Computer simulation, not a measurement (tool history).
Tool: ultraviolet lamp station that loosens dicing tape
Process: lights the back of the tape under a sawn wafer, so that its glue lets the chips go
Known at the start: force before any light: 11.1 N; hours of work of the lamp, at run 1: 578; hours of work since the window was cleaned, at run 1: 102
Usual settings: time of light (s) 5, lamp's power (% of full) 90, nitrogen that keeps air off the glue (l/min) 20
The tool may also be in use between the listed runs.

run	hour	time of light (s)	lamp's power (% of full)	nitrogen that keeps air off the glue (l/min)	hours of work of the lamp	hours of work since the window was cleaned	force that peels the tape off (N)	light that reached the tape (J/m2)
1	0.0	5	90	20	578	102	0.637	4040
2	26.7	5	90	20	597	121	0.692	3990
3	57.7	5	90	20	619	143	0.720	3950
4	118.8	5	90	24	662	186	0.717	3790
# hour 146.9: window cleaned of glue's vapour
5	157.1	5	90	24	689	7	0.608	4020
6	189.4	5	90	20	712	30	0.684	3940
7	239.3	5	90	20	747	66	0.739	3780
8	274.1	5	90	20	772	90	0.817	3730
9	303.4	5	90	20	793	111	0.849	3750
10	331.6	5	90	20	813	131	0.899	3600
11	376.3	5	90	7	845	163	1.861	3560
# hour 434.6: window cleaned of glue's vapour
12	435.5	4	90	20	887	1	1.354	2950
13	481.7	4	90	20	920	34	1.518	2820
14	539.8	5	90	20	961	75	0.974	3470
15	571.5	5	90	20	983	97	1.001	3380
16	601.0	5	90	20	1004	118	1.122	3330
17	637.8	5	90	20	1031	145	1.093	3280
18	664.0	5	90	20	1049	163	1.141	3220
19	701.8	5	90	20	1076	190	1.231	3120
# hour 721.8: window cleaned of glue's vapour
20	748.3	5	91	20	1109	19	1.040	3250
# hour 772.1: lamp changed
21	786.2	5	90	34	10	45	0.227	5150
22	824.5	5	73	13	37	72	0.869	4070
23	851.3	3	90	33	56	91	1.009	2990
24	880.4	5	74	20	77	112	0.664	4040
25	937.0	3	90	20	117	152	1.461	2880
26	971.7	4	95	20	142	177	0.691	4050
27	1002.5	3	68	20	164	199	2.433	2100
# hour 1014.7: window cleaned of glue's vapour
28	1028.3	3	91	20	182	10	1.308	2990
29	1060.2	3	91	20	205	32	1.408	2990
30	1097.7	3	91	20	231	59	1.405	2930
31	1136.6	8	97	19	259	87	0.116	8080
32	1173.1	3	86	31	285	113	1.395	2680
33	1201.3	6	86	11	305	133	0.570	5200
34	1232.6	6	86	11	327	155	0.586	5140
35	1264.5	5	100	20	350	178	0.381	4850
36	1291.4	2	89	28	369	197	2.910	1740
# hour 1302.7: window cleaned of glue's vapour
37	1336.9	5	93	13	401	24	0.644	4720
38	1374.7	5	93	26	428	51	0.368	4630
39	1403.4	5	93	26	448	72	0.395	4570
40	1462.7	5	93	26	490	114	0.424	4400
41	1514.8	5	93	9	528	151	1.099	4320
42	1564.0	5	79	12	563	186	1.287	3560

Forecast each of these 4 alternatives for the next run:
# hour 1591.4: window cleaned of glue's vapour
A	1623.3	5	90	12	604	23	?	?
# hour 1591.4: window cleaned of glue's vapour
B	1623.3	4	88	12	604	23	?	?
# hour 1591.4: window cleaned of glue's vapour
C	1623.3	5	94	11	604	23	?	?
# hour 1591.4: window cleaned of glue's vapour
D	1623.3	9	79	12	604	23	?	?

run	force that peels the tape off (N)	light that reached the tape (J/m2)
A	0.872	4220
B	1.558	3310
C	0.873	4420
D	0.239	6620
Without the tool's hidden state the same runs would have given:
run	force that peels the tape off (N)	light that reached the tape (J/m2)
A	0.470	5330
B	0.942	4180
C	0.467	5590
D	0.123	8380

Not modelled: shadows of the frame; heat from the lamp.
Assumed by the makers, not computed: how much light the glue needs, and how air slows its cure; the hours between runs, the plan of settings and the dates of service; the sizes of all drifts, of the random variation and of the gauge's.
